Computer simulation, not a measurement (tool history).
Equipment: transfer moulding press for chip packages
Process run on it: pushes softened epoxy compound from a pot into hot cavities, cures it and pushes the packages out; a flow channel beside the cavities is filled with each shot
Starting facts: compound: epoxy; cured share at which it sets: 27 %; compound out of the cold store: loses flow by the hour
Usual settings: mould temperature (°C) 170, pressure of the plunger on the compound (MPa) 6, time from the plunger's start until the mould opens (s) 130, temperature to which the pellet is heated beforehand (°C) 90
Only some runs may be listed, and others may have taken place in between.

run	hour	mould temperature (°C)	pressure of the plunger on the compound (MPa)	time from the plunger's start until the mould opens (s)	temperature to which the pellet is heated beforehand (°C)	incoming compound's hours out of the cold store	length that the compound runs in the flow channel (mm)	greatest force on the pins that push the packages out (N)
1	0	170	6	130	90	28.1	501	316
2	9.8	170	6	130	83	31.3	497	313
# hour 12.7: cavities cleaned with cleaning compound and waxed
3	19	170	6	130	83	10.7	559	340
4	30.2	170	6	130	83	18	534	364
# hour 41.8: cavities cleaned with cleaning compound and waxed, once more
5	41.9	170	6	130	83	46.3	460	229
6	53.4	170	6	130	89	13.5	547	248
7	62.9	170	6	130	89	12	548	267
8	67.9	170	6	130	89	27	508	274
9	79.7	170	6.27	130	90	15.8	550	286
10	84.8	170	6.27	117	90	39.6	486	328
11	92.8	170	6	145	90	17.8	529	284
12	98.5	170	6	145	90	10.7	555	285
13	108.5	172	6	145	90	19.3	525	287
# hour 115.3: cavities cleaned with cleaning compound and waxed
14	121.3	172	6	145	90	19.3	519	199
15	129	172	6	145	90	29.1	496	211
16	139.5	172	6	145	90	22.8	511	229
17	149.2	170	6	141	90	41.2	465	270
18	159	178	6	141	84	36.9	465	239
19	166.2	170	5.06	130	90	35.9	441	283
20	172.3	175	7.19	125	100	26.8	541	269

What if the next run were any one of these 3? Each begins from the tool's condition after run 20:
A	182.9	163	7.19	125	100	18.2	?	?
B	182.9	170	6	160	90	34	?	?
C	182.9	175	7.19	125	92	47.4	?	?

run	length that the compound runs in the flow channel (mm)	greatest force on the pins that push the packages out (N)
A	577	470
B	481	263
C	488	281
What these runs would have given with no unlogged condition in the tool:
run	length that the compound runs in the flow channel (mm)	greatest force on the pins that push the packages out (N)
A	626	310
B	521	177
C	529	191
